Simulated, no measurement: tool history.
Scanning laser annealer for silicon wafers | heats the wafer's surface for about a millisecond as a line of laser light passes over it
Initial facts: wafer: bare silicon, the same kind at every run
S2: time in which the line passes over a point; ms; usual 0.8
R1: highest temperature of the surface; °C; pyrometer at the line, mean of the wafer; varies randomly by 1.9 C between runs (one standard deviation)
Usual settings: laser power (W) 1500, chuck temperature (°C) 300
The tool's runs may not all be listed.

Run 1, hour 0: usual settings. Result: R1 1130 °C.
Run 2, hour 15.6: usual settings but chuck temperature (°C) 289. Result: R1 1120 °C.
Run 3, hour 30.7: usual settings but S2 0.567 ms. Result: R1 987 °C.
Run 4, hour 41.1: usual settings. Result: R1 1128 °C.
Run 5, hour 57.9: usual settings. Result: R1 1124 °C.
Run 6, hour 71.6: usual settings but laser power (W) 1407. Result: R1 1081 °C.
Run 7, hour 88.1: usual settings but laser power (W) 1407. Result: R1 1080 °C.
At hour 96.5: optics aligned, line set to its width.
Run 8, hour 107.4: usual settings but laser power (W) 1313, S2 0.88 ms, chuck temperature (°C) 296. Result: R1 1078 °C.
Run 9, hour 127: usual settings but laser power (W) 1288, S2 0.567 ms, chuck temperature (°C) 281. Result: R1 881 °C.
At hour 130.6: window over the wafer cleaned.
Run 10, hour 140.9: usual settings but chuck temperature (°C) 325. Result: R1 1160 °C.
Run 11, hour 150.2: usual settings but chuck temperature (°C) 265. Result: R1 1099 °C.
Run 12, hour 160.4: usual settings but laser power (W) 1326, S2 0.599 ms. Result: R1 931 °C.
Run 13, hour 177.9: usual settings but laser power (W) 1326, S2 0.96 ms, chuck temperature (°C) 303. Result: R1 1124 °C.

Here are 4 independent what-if runs from the current tool condition. What would each one return?
Run A, hour 186.7: usual settings but laser power (W) 1326, S2 0.96 ms, chuck temperature (°C) 284. Result: R1 ?.
Run B, hour 186.7: usual settings but laser power (W) 1480, S2 0.96 ms, chuck temperature (°C) 303. Result: R1 ?.
Run C, hour 186.7: usual settings but laser power (W) 1355, chuck temperature (°C) 295. Result: R1 ?.
Run D, hour 186.7: usual settings but laser power (W) 1631, chuck temperature (°C) 333. Result: R1 ?.

run    R1
  A  1105
  B  1208
  C  1054
  D  1231
Had the tool no hidden state, the same runs would have come out as:
run    R1
  A  1120
  B  1224
  C  1067
  D  1247
